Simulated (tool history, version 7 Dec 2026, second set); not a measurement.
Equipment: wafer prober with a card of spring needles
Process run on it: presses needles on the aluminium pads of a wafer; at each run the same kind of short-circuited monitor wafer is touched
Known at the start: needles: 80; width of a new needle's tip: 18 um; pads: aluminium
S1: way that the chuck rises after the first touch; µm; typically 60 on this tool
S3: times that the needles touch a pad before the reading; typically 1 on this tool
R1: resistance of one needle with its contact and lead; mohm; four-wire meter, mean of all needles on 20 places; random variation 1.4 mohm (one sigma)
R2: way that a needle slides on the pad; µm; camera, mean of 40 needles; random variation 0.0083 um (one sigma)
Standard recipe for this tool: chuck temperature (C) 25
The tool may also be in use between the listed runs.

Run 1, day 0.000: usual settings. Result: R1 145 mohm, R2 8.093 µm.
At day 1.188: tips cleaned on abrasive film.
Run 2, day 1.529: usual settings. Result: R1 308 mohm, R2 8.068 µm.
At day 2.442: tips cleaned on abrasive film.
Run 3, day 2.750: usual settings. Result: R1 244 mohm, R2 8.057 µm.
Run 4, day 3.521: usual settings. Result: R1 295 mohm, R2 8.071 µm.
At day 3.638: tips cleaned on abrasive film.
At day 4.188: tips cleaned on abrasive film, once more.
Run 5, day 4.404: usual settings. Result: R1 229 mohm, R2 8.051 µm.
Run 6, day 5.025: usual settings but S3 3. Result: R1 182 mohm, R2 8.062 µm.
At day 5.492: tips cleaned on abrasive film.
Run 7, day 5.783: usual settings but S3 3. Result: R1 170 mohm, R2 8.044 µm.
At day 6.712: tips cleaned on abrasive film.
Run 8, day 6.796: usual settings but S3 3. Result: R1 146 mohm, R2 8.034 µm.
At day 7.938: tips cleaned on abrasive film.
Run 9, day 7.946: usual settings. Result: R1 148 mohm, R2 8.028 µm.
At day 8.092: height of the first contact set anew.
Run 10, day 8.700: usual settings but S1 68 µm. Result: R1 252 mohm, R2 9.163 µm.
At day 9.221: tips cleaned on abrasive film.
Run 11, day 10.004: usual settings but S1 68 µm. Result: R1 254 mohm, R2 9.177 µm.
At day 10.442: tips cleaned on abrasive film.
Run 12, day 10.650: usual settings but S3 2. Result: R1 193 mohm, R2 8.086 µm.
Run 13, day 11.496: usual settings but S3 2. Result: R1 224 mohm, R2 8.069 µm.
At day 11.633: tips cleaned on abrasive film.
Run 14, day 12.312: usual settings but chuck temperature (C) 65, S3 2. Result: R1 220 mohm, R2 8.069 µm.
At day 12.879: tips cleaned on abrasive film.
Run 15, day 13.004: usual settings but chuck temperature (C) 65, S3 2. Result: R1 178 mohm, R2 8.044 µm.
Run 16, day 13.696: usual settings but chuck temperature (C) 46. Result: R1 291 mohm, R2 8.051 µm.
At day 14.112: tips cleaned on abrasive film.
Run 17, day 14.812: usual settings but chuck temperature (C) 55. Result: R1 293 mohm, R2 8.059 µm.
At day 15.354: tips cleaned on abrasive film.
Run 18, day 15.700: usual settings but S1 55 µm, chuck temperature (C) 66. Result: R1 286 mohm, R2 7.367 µm.
Run 19, day 16.529: usual settings but S1 55 µm, chuck temperature (C) 66. Result: R1 329 mohm, R2 7.348 µm.
At day 16.604: tips cleaned on abrasive film.
Run 20, day 17.654: usual settings but S1 55 µm, chuck temperature (C) 71. Result: R1 321 mohm, R2 7.366 µm.
At day 17.879: tips cleaned on abrasive film.
Run 21, day 18.554: usual settings. Result: R1 288 mohm, R2 8.041 µm.
At day 18.854: height of the first contact set anew.
At day 19.188: tips cleaned on abrasive film.
Run 22, day 19.192: usual settings but chuck temperature (C) 37, S3 2. Result: R1 129 mohm, R2 8.091 µm.
Run 23, day 20.267: usual settings but chuck temperature (C) 37, S3 2. Result: R1 230 mohm, R2 8.082 µm.
At day 20.383: tips cleaned on abrasive film.
Run 24, day 20.904: usual settings but chuck temperature (C) 54. Result: R1 277 mohm, R2 8.088 µm.
At day 21.600: tips cleaned on abrasive film.
Run 25, day 22.417: usual settings but chuck temperature (C) 54. Result: R1 298 mohm, R2 8.075 µm.
At day 22.788: tips cleaned on abrasive film.
Run 26, day 23.188: usual settings but chuck temperature (C) 54. Result: R1 278 mohm, R2 8.059 µm.
Run 27, day 23.892: usual settings but chuck temperature (C) 54. Result: R1 300 mohm, R2 8.054 µm.
At day 24.058: tips cleaned on abrasive film.
Run 28, day 24.992: usual settings but S1 53 µm, chuck temperature (C) 78. Result: R1 340 mohm, R2 7.108 µm.
At day 25.338: tips cleaned on abrasive film.
Run 29, day 26.017: usual settings but S1 51 µm, chuck temperature (C) 28. Result: R1 354 mohm, R2 6.835 µm.
At day 26.546: tips cleaned on abrasive film.
Run 30, day 26.908: usual settings but S1 79 µm, S3 2. Result: R1 165 mohm, R2 10.628 µm.
At day 27.833: tips cleaned on abrasive film.
Run 31, day 27.950: usual settings but S1 63 µm, chuck temperature (C) 61, S3 2. Result: R1 172 mohm, R2 8.437 µm.
Run 32, day 28.788: usual settings but S1 72 µm, chuck temperature (C) 97. Result: R1 247 mohm, R2 9.642 µm.

Some steps in R1 between neighbouring runs. How much of each would the tool show without its hidden state too (settings, what came in, random variation), and how much is left for the hidden state, with any gauge scatter that isn't in both results?
Unlogged tool condition in this case: debris on the tips, nm; way that the needles fall short of the set height, um; tips' diameter, um; drift of the gauge itself on contact_mohm, %; drift of the gauge itself on scrub_um, %.
Run 1 -> 2: tips cleaned on abrasive film. R1 +163 mohm: hidden state +165, all else -2.
Run 21 -> 22: chuck temperature (C) 25 -> 37, S3 1 -> 2, height of the first contact set anew, tips cleaned on abrasive film. R1 -159 mohm: hidden state -162, all else +3.
Run 29 -> 30: S1 51 -> 79, chuck temperature (C) 28 -> 25, S3 1 -> 2, tips cleaned on abrasive film. R1 -189 mohm: hidden state -179, all else -10.
